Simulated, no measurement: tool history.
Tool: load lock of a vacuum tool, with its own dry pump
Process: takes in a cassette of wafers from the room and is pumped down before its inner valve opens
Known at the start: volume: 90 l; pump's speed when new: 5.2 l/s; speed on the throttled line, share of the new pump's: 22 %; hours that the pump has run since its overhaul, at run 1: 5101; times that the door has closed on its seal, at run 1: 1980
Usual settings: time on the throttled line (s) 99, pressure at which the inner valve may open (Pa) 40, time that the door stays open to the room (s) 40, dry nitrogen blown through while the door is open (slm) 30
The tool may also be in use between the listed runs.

run    hour  time on the throttled line (s)  pressure at which the inner valve may open (Pa)  time that the door stays open to the room (s)  dry nitrogen blown through while the door is open (slm)  hours that the pump has run since its overhaul  times that the door has closed on its seal  incoming humidity of the room's air, %  time from the closed door until the inner valve may open (s)  rise of the pressure with all valves shut (Pa/min)
  1       0                              99                                               40                                             40                                                       30                                            5101                                        1980                                    45.8                                                         216.1                                                0.02
  2   394.6                              59                                               40                                             40                                                       30                                            5496                                        2970                                    46.5                                                         184.6                                               0.021
  3   728.9                              99                                               40                                             40                                                       37                                            5830                                        3809                                    43.2                                                         215.2                                               0.022
  4  1044.6                              99                                               40                                             40                                                       37                                            6146                                        4601                                      45                                                         217.7                                               0.025
  5  1472.5                              99                                               40                                             40                                                       37                                            6574                                        5675                                    44.4                                                         217.7                                               0.041
  6  1732.7                              99                                               40                                             40                                                        6                                            6834                                        6327                                    45.2                                                         217.3                                               0.051
  7  2022.8                              99                                               40                                             40                                                       30                                            7124                                        7055                                    45.5                                                         217.2                                               0.044
  8  2465.3                              99                                               40                                             48                                                       30                                            7566                                        8165                                    43.6                                                           219                                               0.052
  9  2673.5                              99                                               40                                             48                                                       30                                            7774                                        8688                                    44.3                                                         218.8                                               0.052
 10  3006.3                              99                                               42                                             48                                                       30                                            8107                                        9523                                    44.5                                                         218.8                                               0.064
 11  3380.3                              99                                               40                                             40                                                       30                                            8481                                       10461                                    50.9                                                           219                                                0.07
 12  3707.7                              99                                               40                                             40                                                       30                                            8809                                       11282                                    49.1                                                         218.2                                               0.077
 13  3970.6                              99                                               40                                             40                                                       30                                            9072                                       11942                                    47.4                                                         220.1                                               0.078
 14  4290.4                              99                                               40                                            199                                                       30                                            9391                                       12744                                    41.7                                                         219.5                                               0.097
 15  4658.2                              99                                               40                                            197                                                       30                                            9759                                       13667                                    45.3                                                           218                                               0.112
 16  4944.3                              99                                               40                                             40                                                       30                                           10045                                       14385                                    46.5                                                         221.3                                               0.109
 17  5293.8                              99                                               40                                             40                                                       30                                           10395                                       15261                                    46.4                                                         222.2                                               0.121
 18  5486.1                              99                                               40                                             40                                                       30                                           10587                                       15744                                    45.2                                                         220.1                                                0.13
 19    5913                             125                                               50                                             98                                                       26                                           11014                                       16815                                    44.4                                                         237.5                                                0.14
 20  6251.3                             181                                               52                                             40                                                       29                                           11352                                       17664                                    42.7                                                           279                                               0.149
 21  6520.8                              66                                               49                                             40                                                       29                                           11622                                       18340                                    46.4                                                         194.9                                               0.157
 22  6780.5                              99                                               77                                             40                                                        8                                           11882                                       18991                                    43.6                                                         211.9                                               0.172
 23  7182.8                              99                                               40                                             31                                                       30                                           12284                                       20001                                    41.8                                                         222.5                                               0.183

The next listed run, before its measurement:
 24  7379.2                              99                                               31                                             40                                                       20                                           12480                                       20493                                    46.6                                                             ?                                                   ?

time from the closed door until the inner valve may open (s): 228.3
rise of the pressure with all valves shut (Pa/min): 0.19
Without the tool's hidden state the same run would have given time from the closed door until the inner valve may open (s) 216.5, rise of the pressure with all valves shut (Pa/min) 0.014.
